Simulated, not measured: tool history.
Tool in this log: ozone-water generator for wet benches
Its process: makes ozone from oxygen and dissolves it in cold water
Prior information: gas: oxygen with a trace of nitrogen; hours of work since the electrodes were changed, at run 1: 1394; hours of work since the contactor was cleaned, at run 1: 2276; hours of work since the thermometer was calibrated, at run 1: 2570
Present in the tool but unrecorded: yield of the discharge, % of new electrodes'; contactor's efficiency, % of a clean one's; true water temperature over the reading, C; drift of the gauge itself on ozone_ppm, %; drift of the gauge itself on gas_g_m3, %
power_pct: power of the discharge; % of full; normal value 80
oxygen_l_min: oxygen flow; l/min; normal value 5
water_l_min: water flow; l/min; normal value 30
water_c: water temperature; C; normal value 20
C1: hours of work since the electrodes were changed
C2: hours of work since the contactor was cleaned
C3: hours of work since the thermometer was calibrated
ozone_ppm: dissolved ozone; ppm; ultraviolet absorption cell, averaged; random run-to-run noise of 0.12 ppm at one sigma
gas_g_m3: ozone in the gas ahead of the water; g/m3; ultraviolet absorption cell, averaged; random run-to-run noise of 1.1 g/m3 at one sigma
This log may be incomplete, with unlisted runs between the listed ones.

{"run": 1, "day": 0.0, "power_pct": 80, "oxygen_l_min": 5, "water_l_min": 30, "water_c": 20, "C1": 1394, "C2": 2276, "C3": 2570, "ozone_ppm": 11.5, "gas_g_m3": 187.7}
{"run": 2, "day": 1.125, "power_pct": 80, "oxygen_l_min": 5, "water_l_min": 30, "water_c": 20, "C1": 1418, "C2": 2300, "C3": 2594, "ozone_ppm": 11.4, "gas_g_m3": 188.7}
{"run": 3, "day": 2.746, "power_pct": 80, "oxygen_l_min": 5, "water_l_min": 30, "water_c": 18, "C1": 1452, "C2": 2334, "C3": 2629, "ozone_ppm": 11.6, "gas_g_m3": 187}
{"run": 4, "day": 4.129, "power_pct": 80, "oxygen_l_min": 5, "water_l_min": 30, "water_c": 18, "C1": 1482, "C2": 2364, "C3": 2658, "ozone_ppm": 11.9, "gas_g_m3": 187.4}
{"run": 5, "day": 5.0, "power_pct": 80, "oxygen_l_min": 5, "water_l_min": 30, "water_c": 18, "C1": 1500, "C2": 2382, "C3": 2676, "ozone_ppm": 11.6, "gas_g_m3": 188.6}
{"run": 6, "day": 6.667, "power_pct": 80, "oxygen_l_min": 5, "water_l_min": 30, "water_c": 16, "C1": 1536, "C2": 2418, "C3": 2712, "ozone_ppm": 12.1, "gas_g_m3": 187.4}
{"day": 6.788, "done": "water thermometer calibrated"}
{"run": 7, "day": 7.525, "power_pct": 80, "oxygen_l_min": 5, "water_l_min": 30, "water_c": 20, "C1": 1553, "C2": 2436, "C3": 16, "ozone_ppm": 11.5, "gas_g_m3": 188}
{"run": 8, "day": 9.204, "power_pct": 80, "oxygen_l_min": 5, "water_l_min": 30, "water_c": 20, "C1": 1589, "C2": 2471, "C3": 51, "ozone_ppm": 11.4, "gas_g_m3": 187.3}
{"run": 9, "day": 10.95, "power_pct": 80, "oxygen_l_min": 5, "water_l_min": 30, "water_c": 20, "C1": 1626, "C2": 2509, "C3": 89, "ozone_ppm": 11.4, "gas_g_m3": 186.6}
{"run": 10, "day": 12.246, "power_pct": 80, "oxygen_l_min": 5, "water_l_min": 30, "water_c": 20, "C1": 1654, "C2": 2536, "C3": 116, "ozone_ppm": 11.3, "gas_g_m3": 189.3}
{"run": 11, "day": 13.879, "power_pct": 80, "oxygen_l_min": 5, "water_l_min": 30, "water_c": 20, "C1": 1689, "C2": 2571, "C3": 151, "ozone_ppm": 11.7, "gas_g_m3": 186.4}
{"run": 12, "day": 15.596, "power_pct": 91, "oxygen_l_min": 7.56, "water_l_min": 30, "water_c": 13, "C1": 1725, "C2": 2608, "C3": 187, "ozone_ppm": 15.3, "gas_g_m3": 180.7}
{"day": 16.221, "done": "water thermometer calibrated, once more"}
{"run": 13, "day": 17.171, "power_pct": 51, "oxygen_l_min": 7.56, "water_l_min": 20, "water_c": 13, "C1": 1758, "C2": 2641, "C3": 20, "ozone_ppm": 14.5, "gas_g_m3": 122.5}
{"run": 14, "day": 19.225, "power_pct": 51, "oxygen_l_min": 7.56, "water_l_min": 20, "water_c": 13, "C1": 1802, "C2": 2684, "C3": 64, "ozone_ppm": 14.8, "gas_g_m3": 123.3}
{"run": 15, "day": 21.183, "power_pct": 51, "oxygen_l_min": 6.17, "water_l_min": 20, "water_c": 13, "C1": 1844, "C2": 2726, "C3": 106, "ozone_ppm": 13.9, "gas_g_m3": 130.9}
{"run": 16, "day": 22.542, "power_pct": 51, "oxygen_l_min": 6.17, "water_l_min": 20, "water_c": 13, "C1": 1872, "C2": 2755, "C3": 134, "ozone_ppm": 14.1, "gas_g_m3": 131}
{"run": 17, "day": 23.471, "power_pct": 80, "oxygen_l_min": 4.35, "water_l_min": 30, "water_c": 22, "C1": 1892, "C2": 2775, "C3": 154, "ozone_ppm": 10.5, "gas_g_m3": 196.4}
{"run": 18, "day": 24.996, "power_pct": 80, "oxygen_l_min": 4.35, "water_l_min": 20, "water_c": 14, "C1": 1925, "C2": 2807, "C3": 187, "ozone_ppm": 16.7, "gas_g_m3": 196.2}

Each row is a separate what-if for the run after 18, all from the same tool condition, not one after another. Results?
{"run": "A", "day": 26.704, "power_pct": 46, "oxygen_l_min": 5, "water_l_min": 19, "water_c": 25, "C1": 1961, "C2": 2843, "C3": 223, "ozone_ppm": "?", "gas_g_m3": "?"}
{"run": "B", "day": 26.704, "power_pct": 52, "oxygen_l_min": 4.35, "water_l_min": 20, "water_c": 14, "C1": 1961, "C2": 2843, "C3": 223, "ozone_ppm": "?", "gas_g_m3": "?"}
{"run": "C", "day": 26.704, "power_pct": 80, "oxygen_l_min": 5, "water_l_min": 26, "water_c": 20, "C1": 1961, "C2": 2843, "C3": 223, "ozone_ppm": "?", "gas_g_m3": "?"}
{"run": "D", "day": 26.704, "power_pct": 80, "oxygen_l_min": 3.48, "water_l_min": 25, "water_c": 20, "C1": 1961, "C2": 2843, "C3": 223, "ozone_ppm": "?", "gas_g_m3": "?"}
{"run": "E", "day": 26.704, "power_pct": 97, "oxygen_l_min": 5, "water_l_min": 20, "water_c": 25, "C1": 1961, "C2": 2843, "C3": 223, "ozone_ppm": "?", "gas_g_m3": "?"}

run=A ozone_ppm=10.7 gas_g_m3=130
run=B ozone_ppm=12.7 gas_g_m3=148.1
run=C ozone_ppm=12.9 gas_g_m3=187.6
run=D ozone_ppm=11.8 gas_g_m3=211.6
run=E ozone_ppm=17 gas_g_m3=211.5
The same runs, with their run-to-run variation unchanged, on a tool lacking any hidden condition would have given:
run=A ozone_ppm=11.2 gas_g_m3=131.2
run=B ozone_ppm=13.3 gas_g_m3=149.6
run=C ozone_ppm=13.6 gas_g_m3=190.1
run=D ozone_ppm=12.4 gas_g_m3=214.5
run=E ozone_ppm=17.9 gas_g_m3=214.7

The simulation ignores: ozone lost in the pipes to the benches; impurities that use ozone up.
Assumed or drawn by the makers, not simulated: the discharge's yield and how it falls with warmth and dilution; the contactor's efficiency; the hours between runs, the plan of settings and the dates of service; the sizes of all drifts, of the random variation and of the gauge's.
